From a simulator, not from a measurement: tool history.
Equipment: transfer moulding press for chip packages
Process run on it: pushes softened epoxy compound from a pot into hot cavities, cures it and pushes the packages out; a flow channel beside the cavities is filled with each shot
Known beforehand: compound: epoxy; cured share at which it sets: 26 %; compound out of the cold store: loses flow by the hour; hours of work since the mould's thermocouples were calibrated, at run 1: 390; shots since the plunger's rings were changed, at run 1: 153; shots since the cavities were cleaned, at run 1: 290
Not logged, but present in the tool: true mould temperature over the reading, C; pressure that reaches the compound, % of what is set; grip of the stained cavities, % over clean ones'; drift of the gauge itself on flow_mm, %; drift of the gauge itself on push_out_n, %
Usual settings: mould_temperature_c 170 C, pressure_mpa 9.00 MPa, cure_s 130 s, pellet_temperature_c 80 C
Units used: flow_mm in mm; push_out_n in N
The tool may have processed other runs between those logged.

run	day	mould_temperature_c	pressure_mpa	cure_s	pellet_temperature_c	hours of work since the mould's thermocouples were calibrated	shots since the plunger's rings were changed	shots since the cavities were cleaned	incoming compound's hours out of the cold store	flow_mm	push_out_n
1	0.000	170	9.00	130	80	390	153	290	12.1	925	424
# day 1.117: cavities cleaned with cleaning compound and waxed
2	2.017	170	9.00	130	80	427	699	251	37.7	804	434
# day 3.200: cavities cleaned with cleaning compound and waxed
3	4.892	170	9.00	130	80	481	1485	473	16.8	894	461
# day 5.383: cavities cleaned with cleaning compound and waxed
# day 7.571: cavities cleaned with cleaning compound and waxed
4	7.792	170	9.00	130	80	534	2261	62	13.7	909	389
5	9.446	170	9.00	130	80	565	2723	524	35.7	798	464
# day 9.688: cavities cleaned with cleaning compound and waxed
6	11.092	170	9.00	130	80	596	3166	394	9.6	905	463
# day 11.604: plunger's sealing rings changed
# day 11.862: cavities cleaned with cleaning compound and waxed
# day 14.046: cavities cleaned with cleaning compound and waxed
7	14.050	170	9.00	130	80	648	649	2	29.2	841	357
8	15.783	170	9.00	130	80	681	1133	486	36.9	810	456
# day 16.117: cavities cleaned with cleaning compound and waxed
9	17.796	170	9.00	130	80	718	1679	470	17.1	889	495
# day 18.238: cavities cleaned with cleaning compound and waxed
# day 19.312: mould's thermocouples calibrated
10	19.821	170	9.00	130	80	10	2203	418	9.7	919	497
# day 20.425: cavities cleaned with cleaning compound and waxed
11	21.171	170	9.00	130	80	34	2563	208	26.5	831	447
# day 22.604: cavities cleaned with cleaning compound and waxed
12	22.762	170	9.00	130	80	64	2991	44	32.3	804	401
# day 23.796: plunger's sealing rings changed
# day 24.767: cavities cleaned with cleaning compound and waxed
13	24.879	170	9.00	130	80	101	285	31	30.0	853	413
# day 26.796: cavities cleaned with cleaning compound and waxed
14	27.171	170	7.72	130	80	144	909	105	36.9	753	409
# day 28.958: cavities cleaned with cleaning compound and waxed
15	29.767	170	7.72	130	80	192	1617	226	25.1	799	453
# day 31.046: cavities cleaned with cleaning compound and waxed
16	31.167	165	10.26	154	74	218	1990	33	26.9	918	427
# day 33.258: cavities cleaned with cleaning compound and waxed
17	33.629	170	9.00	135	80	264	2662	104	35.5	803	401
# day 35.012: mould's thermocouples calibrated, once more
# day 35.412: cavities cleaned with cleaning compound and waxed
18	35.412	170	10.02	130	75	6	3119	0	40.4	810	334
# day 35.975: plunger's sealing rings changed
19	37.271	170	10.57	112	80	40	362	490	23.3	947	550
# day 37.583: cavities cleaned with cleaning compound and waxed
# day 39.650: cavities cleaned with cleaning compound and waxed
20	39.650	170	10.57	131	85	83	993	0	8.5	1009	355
21	40.896	170	10.57	131	85	107	1340	347	35.4	881	414
# day 41.800: cavities cleaned with cleaning compound and waxed
22	43.096	178	9.50	136	71	148	1938	362	26.9	845	346
# day 43.829: cavities cleaned with cleaning compound and waxed
# day 45.879: cavities cleaned with cleaning compound and waxed
23	45.879	173	10.25	168	76	199	2681	0	21.8	904	302
# day 47.908: plunger's sealing rings changed
# day 48.183: cavities cleaned with cleaning compound and waxed
24	48.504	173	10.25	168	76	246	149	89	14.3	971	308
# day 50.262: cavities cleaned with cleaning compound and waxed
25	51.400	165	8.01	121	81	300	941	318	17.5	860	678
# day 52.417: cavities cleaned with cleaning compound and waxed
26	53.454	170	9.00	156	80	338	1498	291	46.4	763	338

Predict each of these 3 candidate next runs independently; none follows another, all start after run 26:
# day 54.588: cavities cleaned with cleaning compound and waxed
A	56.362	169	8.93	145	80	393	2293	496	17.2	?	?
# day 54.588: cavities cleaned with cleaning compound and waxed
B	56.362	170	9.00	156	70	393	2293	496	15.2	?	?
# day 54.588: cavities cleaned with cleaning compound and waxed
C	56.362	170	7.45	130	80	393	2293	496	21.4	?	?

run	flow_mm	push_out_n
A	883	391
B	897	388
C	787	452
With the hidden condition removed and each run's random variation left untouched, the same runs would have given:
run	flow_mm	push_out_n
A	904	304
B	918	304
C	806	349

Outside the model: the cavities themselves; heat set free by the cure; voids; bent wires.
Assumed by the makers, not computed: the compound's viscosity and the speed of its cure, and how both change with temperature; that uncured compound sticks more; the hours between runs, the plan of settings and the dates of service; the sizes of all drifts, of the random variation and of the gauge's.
